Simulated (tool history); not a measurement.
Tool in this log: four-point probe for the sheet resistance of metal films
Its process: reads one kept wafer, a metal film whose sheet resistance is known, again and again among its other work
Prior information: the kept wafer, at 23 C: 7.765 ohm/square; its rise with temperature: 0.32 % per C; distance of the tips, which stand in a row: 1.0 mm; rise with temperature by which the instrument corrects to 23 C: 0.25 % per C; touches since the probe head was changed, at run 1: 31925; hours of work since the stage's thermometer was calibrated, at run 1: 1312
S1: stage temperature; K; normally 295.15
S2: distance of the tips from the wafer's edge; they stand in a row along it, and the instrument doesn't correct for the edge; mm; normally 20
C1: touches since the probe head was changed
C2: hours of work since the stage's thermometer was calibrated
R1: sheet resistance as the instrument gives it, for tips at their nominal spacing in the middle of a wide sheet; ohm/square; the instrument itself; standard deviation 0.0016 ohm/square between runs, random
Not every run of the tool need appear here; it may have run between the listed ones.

run	hour	S1	S2	C1	C2	R1
1	0	295.15	20	31925	1312	7.767603
2	28.5	295.15	20	32702	1327	7.76696
3	67.3	295.15	20	33762	1347	7.768158
4	126.6	295.15	20	35378	1379	7.766689
5	181.8	292.15	20	36886	1408	7.744564
6	209.3	292.15	20	37634	1423	7.749148
7	249.2	295.15	4	38723	1444	8.009141
8	295.2	295.15	4	39978	1469	8.006338
9	341.1	295.15	20	41230	1493	7.766604
10	392.2	295.15	20	42624	1520	7.766009
11	446.4	292.15	3	44102	1549	8.175063
12	507.9	292.15	63	45781	1582	7.740394
13	558.4	292.15	63	47157	1608	7.740822
14	608.4	292.15	63	48522	1635	7.740261
15	654.2	292.15	4	49771	1659	7.986423
16	693.6	300.15	3	50847	1680	8.218963
17	754.1	305.15	3	52498	1713	8.243864

Here are 4 independent what-if runs from the current tool condition. What would each one return?
A	807.1	295.15	34	53944	1741	?
B	807.1	292.15	16	53944	1741	?
C	807.1	296.15	22	53944	1741	?
D	807.1	301.15	51	53944	1741	?

run	R1
A	7.756027
B	7.751602
C	7.767191
D	7.786238
Without the tool's unlogged condition, the same runs would have read:
run	R1
A	7.761885
B	7.757321
C	7.7731
D	7.792379
